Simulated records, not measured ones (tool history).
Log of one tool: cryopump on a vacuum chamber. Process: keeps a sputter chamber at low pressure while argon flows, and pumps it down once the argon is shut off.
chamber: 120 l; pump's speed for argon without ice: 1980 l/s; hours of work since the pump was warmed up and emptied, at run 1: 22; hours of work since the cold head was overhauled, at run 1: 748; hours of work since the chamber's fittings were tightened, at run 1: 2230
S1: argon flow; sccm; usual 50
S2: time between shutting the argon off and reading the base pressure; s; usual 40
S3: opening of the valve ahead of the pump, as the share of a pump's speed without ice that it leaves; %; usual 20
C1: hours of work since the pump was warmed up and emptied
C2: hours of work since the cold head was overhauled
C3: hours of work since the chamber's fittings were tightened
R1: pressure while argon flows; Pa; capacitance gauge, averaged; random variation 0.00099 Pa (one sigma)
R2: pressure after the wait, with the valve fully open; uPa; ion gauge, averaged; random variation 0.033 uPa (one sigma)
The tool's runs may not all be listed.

run 1 day=0 | S1=50 S2=40 S3=20 | C1=22 C2=748 C3=2230 | R1=0.2141 R2=2.12
run 2 day=1.504 | S1=50 S2=40 S3=20 | C1=44 C2=770 C3=2251 | R1=0.215 R2=2.14
run 3 day=3.071 | S1=45 S2=40 S3=20 | C1=66 C2=792 C3=2274 | R1=0.1925 R2=2.15
run 4 day=4.646 | S1=45 S2=40 S3=20 | C1=89 C2=815 C3=2296 | R1=0.194 R2=2.13
run 5 day=7.25 | S1=45 S2=40 S3=20 | C1=126 C2=852 C3=2334 | R1=0.1947 R2=2.14
run 6 day=9.121 | S1=50 S2=40 S3=20 | C1=153 C2=879 C3=2361 | R1=0.2175 R2=2.26
run 7 day=10.242 | S1=50 S2=40 S3=20 | C1=169 C2=895 C3=2377 | R1=0.2183 R2=2.2
run 8 day=12.738 | S1=50 S2=40 S3=20 | C1=205 C2=931 C3=2412 | R1=0.2192 R2=2.26
run 9 day=15.333 | S1=50 S2=40 S3=20 | C1=242 C2=968 C3=2450 | R1=0.219 R2=2.13
run 10 day=17.571 | S1=50 S2=40 S3=20 | C1=274 C2=1001 C3=2482 | R1=0.2204 R2=2.26
run 11 day=19.454 | S1=45 S2=40 S3=20 | C1=301 C2=1028 C3=2509 | R1=0.1994 R2=2.22
run 12 day=22.05 | S1=84 S2=40 S3=20 | C1=339 C2=1065 C3=2546 | R1=0.3722 R2=2.24
run 13 day=24.358 | S1=84 S2=40 S3=20 | C1=372 C2=1098 C3=2579 | R1=0.3751 R2=2.34
run 14 day=27.025 | S1=38 S2=40 S3=20 | C1=410 C2=1136 C3=2618 | R1=0.1705 R2=2.25
run 15 day=28.104 | S1=38 S2=40 S3=20 | C1=426 C2=1152 C3=2633 | R1=0.171 R2=2.31
run 16 day=29.754 | S1=38 S2=40 S3=20 | C1=449 C2=1175 C3=2657 | R1=0.1715 R2=2.26
run 17 day=31.758 | S1=38 S2=40 S3=20 | C1=478 C2=1204 C3=2686 | R1=0.1733 R2=2.34
run 18 day=34.358 | S1=52 S2=40 S3=20 | C1=515 C2=1242 C3=2723 | R1=0.2361 R2=2.39
run 19 day=35.438 | S1=52 S2=40 S3=20 | C1=531 C2=1257 C3=2738 | R1=0.238 R2=2.4
run 20 day=36.862 | S1=52 S2=40 S3=20 | C1=551 C2=1277 C3=2759 | R1=0.2393 R2=2.43
run 21 day=39.146 | S1=52 S2=40 S3=44 | C1=584 C2=1310 C3=2792 | R1=0.1181 R2=2.39
run 22 day=40.758 | S1=50 S2=40 S3=58 | C1=607 C2=1333 C3=2815 | R1=0.0919 R2=2.4
run 23 day=42.371 | S1=50 S2=167 S3=58 | C1=630 C2=1357 C3=2838 | R1=0.0927 R2=1.23
run 24 day=44.75 | S1=38 S2=72 S3=16 | C1=664 C2=1391 C3=2872 | R1=0.2177 R2=1.83
-- day=46.883 pump warmed up, emptied and cooled again
run 25 day=47.05 | S1=21 S2=47 S3=24 | C1=2 C2=1421 C3=2902 | R1=0.0751 R2=1.99
run 26 day=49.362 | S1=30 S2=54 S3=20 | C1=36 C2=1454 C3=2935 | R1=0.1281 R2=1.87
run 27 day=50.75 | S1=30 S2=54 S3=20 | C1=56 C2=1474 C3=2955 | R1=0.13 R2=1.9
run 28 day=53.296 | S1=25 S2=39 S3=23 | C1=92 C2=1510 C3=2992 | R1=0.0937 R2=2.24
run 29 day=55.608 | S1=56 S2=39 S3=40 | C1=125 C2=1544 C3=3025 | R1=0.1236 R2=2.32
run 30 day=57.608 | S1=50 S2=24 S3=24 | C1=154 C2=1572 C3=3054 | R1=0.1823 R2=3.46
run 31 day=59.454 | S1=50 S2=44 S3=20 | C1=180 C2=1599 C3=3080 | R1=0.2177 R2=2.14
run 32 day=61.133 | S1=29 S2=23 S3=57 | C1=205 C2=1623 C3=3104 | R1=0.0471 R2=3.55
run 33 day=62.342 | S1=50 S2=113 S3=20 | C1=222 C2=1640 C3=3122 | R1=0.2176 R2=1.31
run 34 day=63.946 | S1=41 S2=36 S3=52 | C1=245 C2=1663 C3=3145 | R1=0.0726 R2=2.45
-- day=64.792 leaking fittings of the chamber tightened, without venting
run 35 day=66.162 | S1=35 S2=70 S3=17 | C1=276 C2=1694 C3=20 | R1=0.1801 R2=1.19

Measured less the same run without the tool's hidden state. The same run-to-run variation is in both; the gauge's scatter may not be:
The hidden state here: pump's speed, % of a pump's without ice; cold plate's temperature, K; leak into the chamber, uPa l/s; drift of the gauge itself on working_pa, %; drift of the gauge itself on base_upa, %.
run=1 R1=+0.0006 R2=+0.35
run=2 R1=+0.0012 R2=+0.36
run=3 R1=+0.0015 R2=+0.37
run=4 R1=+0.0019 R2=+0.38
run=5 R1=+0.0028 R2=+0.39
run=6 R1=+0.0038 R2=+0.42
run=7 R1=+0.0042 R2=+0.41
run=8 R1=+0.005 R2=+0.43
run=9 R1=+0.006 R2=+0.44
run=10 R1=+0.0069 R2=+0.47
run=11 R1=+0.007 R2=+0.48
run=12 R1=+0.0148 R2=+0.5
run=13 R1=+0.0165 R2=+0.53
run=14 R1=+0.0084 R2=+0.52
run=15 R1=+0.0088 R2=+0.55
run=16 R1=+0.0095 R2=+0.55
run=17 R1=+0.0103 R2=+0.58
run=18 R1=+0.0154 R2=+0.6
run=19 R1=+0.0162 R2=+0.62
run=20 R1=+0.017 R2=+0.64
run=21 R1=+0.0181 R2=+0.64
run=22 R1=+0.0186 R2=+0.66
run=23 R1=+0.0197 R2=+0.69
run=24 R1=+0.0161 R2=+0.73
run=25 R1=+0.0002 R2=+0.45
run=26 R1=+0.0007 R2=+0.46
run=27 R1=+0.001 R2=+0.47
run=28 R1=+0.0013 R2=+0.47
run=29 R1=+0.0036 R2=+0.5
run=30 R1=+0.0039 R2=+0.52
run=31 R1=+0.0046 R2=+0.52
run=32 R1=+0.003 R2=+0.54
run=33 R1=+0.0056 R2=+0.55
run=34 R1=+0.0051 R2=+0.54
run=35 R1=+0.0049 R2=+0.04

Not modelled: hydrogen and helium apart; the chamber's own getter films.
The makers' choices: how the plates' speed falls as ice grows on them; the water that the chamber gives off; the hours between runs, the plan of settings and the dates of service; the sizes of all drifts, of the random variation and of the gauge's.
